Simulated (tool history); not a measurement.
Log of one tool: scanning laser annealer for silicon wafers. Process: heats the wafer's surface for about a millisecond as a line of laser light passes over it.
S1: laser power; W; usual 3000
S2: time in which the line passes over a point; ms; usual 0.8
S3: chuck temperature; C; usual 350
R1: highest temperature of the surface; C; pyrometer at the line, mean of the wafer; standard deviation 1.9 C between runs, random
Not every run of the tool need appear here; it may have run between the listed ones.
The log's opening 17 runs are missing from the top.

{"run": 18, "hour": 228.9, "S1": 3000, "S2": 0.8, "S3": 350, "R1": 1079}
{"run": 19, "hour": 245.9, "S1": 3000, "S2": 0.8, "S3": 350, "R1": 1078}
{"run": 20, "hour": 261.4, "S1": 3127, "S2": 0.8, "S3": 350, "R1": 1112}
{"run": 21, "hour": 270.8, "S1": 3000, "S2": 0.8, "S3": 385, "R1": 1113}
{"run": 22, "hour": 286.5, "S1": 3070, "S2": 0.8, "S3": 339, "R1": 1083}
{"run": 23, "hour": 304.8, "S1": 2654, "S2": 0.729, "S3": 315, "R1": 934}
{"run": 24, "hour": 315.4, "S1": 3000, "S2": 0.8, "S3": 338, "R1": 1064}
{"run": 25, "hour": 329.4, "S1": 3198, "S2": 0.867, "S3": 379, "R1": 1178}
{"run": 26, "hour": 339.3, "S1": 3198, "S2": 0.867, "S3": 379, "R1": 1180}
{"run": 27, "hour": 352.3, "S1": 3198, "S2": 0.867, "S3": 379, "R1": 1182}
{"run": 28, "hour": 368.0, "S1": 3270, "S2": 0.867, "S3": 379, "R1": 1196}
{"run": 29, "hour": 384.0, "S1": 3270, "S2": 0.867, "S3": 379, "R1": 1196}
{"run": 30, "hour": 395.4, "S1": 3000, "S2": 0.686, "S3": 310, "R1": 990}
{"run": 31, "hour": 408.3, "S1": 3000, "S2": 0.686, "S3": 310, "R1": 991}
{"run": 32, "hour": 424.4, "S1": 2770, "S2": 0.802, "S3": 390, "R1": 1059}
{"run": 33, "hour": 443.2, "S1": 3000, "S2": 0.8, "S3": 350, "R1": 1076}
{"run": 34, "hour": 457.5, "S1": 3023, "S2": 0.665, "S3": 325, "R1": 1000}
{"run": 35, "hour": 476.1, "S1": 3189, "S2": 0.855, "S3": 366, "R1": 1160}

Predict each of these 4 candidate next runs independently; none follows another, all start after run 35:
{"run": "A", "hour": 495.4, "S1": 2753, "S2": 0.643, "S3": 350, "R1": "?"}
{"run": "B", "hour": 495.4, "S1": 3000, "S2": 0.8, "S3": 385, "R1": "?"}
{"run": "C", "hour": 495.4, "S1": 2749, "S2": 0.975, "S3": 380, "R1": "?"}
{"run": "D", "hour": 495.4, "S1": 2704, "S2": 0.776, "S3": 362, "R1": "?"}

run=A R1=955
run=B R1=1107
run=C R1=1105
run=D R1=1009
Take away the tool's hidden state, keep each run's random variation, and the runs would have read:
run=A R1=990
run=B R1=1149
run=C R1=1147
run=D R1=1046
